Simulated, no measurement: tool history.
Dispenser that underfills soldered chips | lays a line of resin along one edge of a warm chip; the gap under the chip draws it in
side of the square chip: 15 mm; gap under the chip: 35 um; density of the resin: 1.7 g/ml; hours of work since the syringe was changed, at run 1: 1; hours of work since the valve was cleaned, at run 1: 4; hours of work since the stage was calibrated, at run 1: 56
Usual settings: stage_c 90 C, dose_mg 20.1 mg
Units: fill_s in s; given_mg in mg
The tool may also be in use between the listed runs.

run,hour,stage_c,dose_mg,hours of work since the syringe was changed,hours of work since the valve was cleaned,hours of work since the stage was calibrated,fill_s,given_mg
1,0.0,90,20.1,1,4,56,205.5,20.04
# hour 10.5: new syringe of resin
2,15.6,90,20.1,3,13,65,250.7,19.90
# hour 22.6: new syringe of resin
3,27.8,90,20.1,3,20,72,248.6,19.76
# hour 34.6: new syringe of resin
4,37.7,90,20.1,2,26,78,226.4,19.61
# hour 47.0: new syringe of resin
5,52.8,90,20.1,4,35,87,254.4,19.58
# hour 59.5: new syringe of resin
6,64.9,98,20.1,3,42,94,194.4,19.45
# hour 66.9: dispensing valve cleaned and set on the balance
# hour 72.6: new syringe of resin
7,76.4,98,20.1,2,6,100,176.5,20.01
# hour 84.5: new syringe of resin
8,86.6,98,20.1,1,12,106,166.1,19.78
# hour 97.0: new syringe of resin
9,98.6,98,20.1,1,19,114,158.1,19.79
# hour 109.6: new syringe of resin
10,110.3,96,20.1,0,26,120,160.4,19.67
# hour 121.4: new syringe of resin
11,125.7,96,20.1,3,35,130,193.1,19.42
# hour 133.4: new syringe of resin
# hour 140.0: dispensing valve cleaned and set on the balance
12,140.0,96,20.1,3,0,137,210.5,20.19
# hour 146.2: new syringe of resin
13,154.9,90,21.3,5,9,146,292.4,21.16
# hour 158.2: new syringe of resin
14,163.6,90,21.3,3,14,151,244.1,20.97
# hour 169.8: new syringe of resin
15,178.7,82,19.5,5,23,160,383.6,19.11
# hour 181.8: new syringe of resin
# hour 193.0: new syringe of resin
16,195.1,95,25.6,1,33,170,175.1,24.91
17,202.7,101,20.1,6,37,175,224.9,19.45
# hour 204.6: new syringe of resin
# hour 213.2: dispensing valve cleaned and set on the balance
# hour 216.9: new syringe of resin
18,217.1,86,17.7,0,2,182,225.3,17.71
19,226.6,97,20.2,6,8,188,246.0,20.04
# hour 228.4: new syringe of resin
# hour 239.6: new syringe of resin
20,239.6,102,19.4,0,15,196,131.9,19.27
21,248.5,100,19.2,5,21,201,217.2,19.03

Forecast each of these 5 alternatives for the next run:
# hour 251.1: new syringe of resin
A,256.7,92,17.6,3,26,206,?,?
# hour 251.1: new syringe of resin
B,256.7,92,19.9,3,26,206,?,?
# hour 251.1: new syringe of resin
C,256.7,100,21.0,3,26,206,?,?
# hour 251.1: new syringe of resin
D,256.7,98,24.1,3,26,206,?,?
# hour 251.1: new syringe of resin
E,256.7,94,19.2,3,26,206,?,?

run,fill_s,given_mg
A,249.6,17.35
B,243.2,19.64
C,184.7,20.68
D,196.9,23.71
E,229.7,18.84
Without the tool's hidden state the same runs would have given:
run,fill_s,given_mg
A,180.4,17.65
B,176.0,19.98
C,134.1,21.03
D,142.9,24.12
E,166.3,19.16

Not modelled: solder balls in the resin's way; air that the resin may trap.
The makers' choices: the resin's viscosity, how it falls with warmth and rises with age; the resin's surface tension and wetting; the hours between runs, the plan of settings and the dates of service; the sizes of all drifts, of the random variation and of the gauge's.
